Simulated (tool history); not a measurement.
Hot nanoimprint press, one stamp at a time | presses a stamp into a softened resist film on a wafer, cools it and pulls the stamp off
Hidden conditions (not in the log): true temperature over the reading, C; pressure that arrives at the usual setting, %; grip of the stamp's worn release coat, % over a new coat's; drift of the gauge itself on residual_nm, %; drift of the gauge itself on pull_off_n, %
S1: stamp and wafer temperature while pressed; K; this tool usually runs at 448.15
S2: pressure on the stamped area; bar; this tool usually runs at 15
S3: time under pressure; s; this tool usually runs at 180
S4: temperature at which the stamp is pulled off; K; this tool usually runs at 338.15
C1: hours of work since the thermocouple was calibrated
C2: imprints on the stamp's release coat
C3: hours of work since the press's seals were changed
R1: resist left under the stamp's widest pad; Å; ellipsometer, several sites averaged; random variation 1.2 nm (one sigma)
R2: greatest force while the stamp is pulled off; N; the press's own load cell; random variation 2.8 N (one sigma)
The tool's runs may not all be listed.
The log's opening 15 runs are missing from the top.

run 16 hour=887.5 | S1=439.15 S2=17.4 S3=91 S4=339.15 | C1=63 C2=785 C3=40 | R1=5428 R2=234
run 17 hour=960.3 | S1=439.15 S2=17.4 S3=91 S4=339.15 | C1=116 C2=989 C3=93 | R1=5475 R2=246
run 18 hour=1028.6 | S1=459.15 S2=9 S3=349 S4=336.15 | C1=166 C2=1179 C3=143 | R1=2961 R2=248
run 19 hour=1094.9 | S1=451.15 S2=13 S3=180 S4=335.15 | C1=214 C2=1364 C3=191 | R1=3910 R2=261
-- hour=1126.4 stamp cleaned and given a new release coat
run 20 hour=1174.5 | S1=451.15 S2=13 S3=180 S4=335.15 | C1=268 C2=134 C3=245 | R1=3934 R2=223
run 21 hour=1218.7 | S1=451.15 S2=13 S3=180 S4=335.15 | C1=300 C2=257 C3=277 | R1=3958 R2=231
run 22 hour=1249.1 | S1=439.15 S2=13.2 S3=180 S4=335.15 | C1=322 C2=342 C3=299 | R1=5151 R2=231
-- hour=1296.2 plate thermocouple calibrated
run 23 hour=1301.5 | S1=439.15 S2=13.2 S3=284 S4=336.15 | C1=4 C2=480 C3=335 | R1=4497 R2=230
run 24 hour=1352.5 | S1=450.15 S2=15 S3=104 S4=338.15 | C1=41 C2=623 C3=372 | R1=4472 R2=231
run 25 hour=1410.7 | S1=450.15 S2=15 S3=104 S4=338.15 | C1=83 C2=785 C3=415 | R1=4499 R2=238
run 26 hour=1449.5 | S1=450.15 S2=15 S3=104 S4=338.15 | C1=112 C2=893 C3=443 | R1=4513 R2=243
run 27 hour=1499 | S1=448.15 S2=17.8 S3=180 S4=336.15 | C1=148 C2=1032 C3=479 | R1=3745 R2=247
run 28 hour=1541.6 | S1=448.15 S2=13.9 S3=130 S4=338.15 | C1=178 C2=1151 C3=510 | R1=4575 R2=244
run 29 hour=1616.1 | S1=443.15 S2=15 S3=252 S4=333.15 | C1=233 C2=1359 C3=564 | R1=4136 R2=267
-- hour=1650.9 stamp cleaned and given a new release coat
run 30 hour=1668.8 | S1=448.15 S2=18.4 S3=180 S4=338.15 | C1=267 C2=50 C3=598 | R1=3749 R2=212

Branching from run 30: 3 alternative next runs. What would each branch give?
run A hour=1711.6 | S1=448.15 S2=10.5 S3=180 S4=327.15 | C1=298 C2=170 C3=629 | R1=? R2=?
run B hour=1711.6 | S1=448.15 S2=15 S3=180 S4=338.15 | C1=298 C2=170 C3=629 | R1=? R2=?
run C hour=1711.6 | S1=448.15 S2=12.7 S3=180 S4=338.15 | C1=298 C2=170 C3=629 | R1=? R2=?

run=A R1=4592 R2=232
run=B R1=4076 R2=219
run=C R1=4325 R2=226
Take away the tool's hidden state, keep each run's random variation, and the runs would have read:
run=A R1=4479 R2=226
run=B R1=3940 R2=214
run=C R1=4200 R2=220
